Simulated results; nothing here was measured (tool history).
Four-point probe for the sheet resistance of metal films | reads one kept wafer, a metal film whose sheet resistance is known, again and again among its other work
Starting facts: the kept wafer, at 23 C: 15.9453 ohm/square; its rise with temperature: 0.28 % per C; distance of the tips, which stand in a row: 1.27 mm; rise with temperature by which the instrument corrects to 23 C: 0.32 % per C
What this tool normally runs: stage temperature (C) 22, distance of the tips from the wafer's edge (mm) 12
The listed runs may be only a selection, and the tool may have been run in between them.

run   hour  stage temperature (C)  distance of the tips from the wafer's edge (mm)  sheet resistance as the instrument gives it (ohm/square)
  1      0                     22                                               12                                                 15.996482
  2   10.9                     21                                               12                                                  16.00609
  3   24.1                     18                                               12                                                 16.022698
  4   34.1                     30                                               12                                                 15.954756
  5   47.1                     30                                               12                                                 15.953047
  6   60.7                     30                                               12                                                 15.951974
  7   75.4                     30                                               12                                                 15.957298
  8   83.1                     30                                               12                                                 15.950062
  9   95.7                     30                                               12                                                 15.958381
 10  106.8                     30                                               12                                                 15.960733
 11  114.1                     30                                               31                                                 15.869213
 12  127.1                     18                                               12                                                  16.02444
 13  136.6                     18                                               12                                                 16.023155
 14  150.9                     22                                               12                                                 16.005373
 15  162.7                     34                                               12                                                 15.935656
 16  173.7                     22                                               33                                                 15.920874
 17    180                     22                                               33                                                 15.915562
 18  190.7                     22                                               12                                                 16.002485
 19  205.1                     22                                               12                                                 16.001825
 20  218.4                     19                                                4                                                 16.735094
 21  228.3                     23                                                9                                                 16.072319
 22  238.3                     23                                                9                                                 16.073564
 23  250.6                     23                                                9                                                 16.070638
 24    259                     23                                                5                                                 16.429712
 25  267.5                     23                                                5                                                 16.433923
 26  278.1                     27                                               52                                                 15.887359

Run 27 has not been measured yet. What should we expect?
 27  285.8                     27                                               52                                                         ?

{"run 27": {"sheet resistance as the instrument gives it (ohm/square)": 15.890758}}
Take away the tool's hidden state, keep the run-to-run variation as it was, and the same run would have given sheet resistance as the instrument gives it (ohm/square) 15.933956.
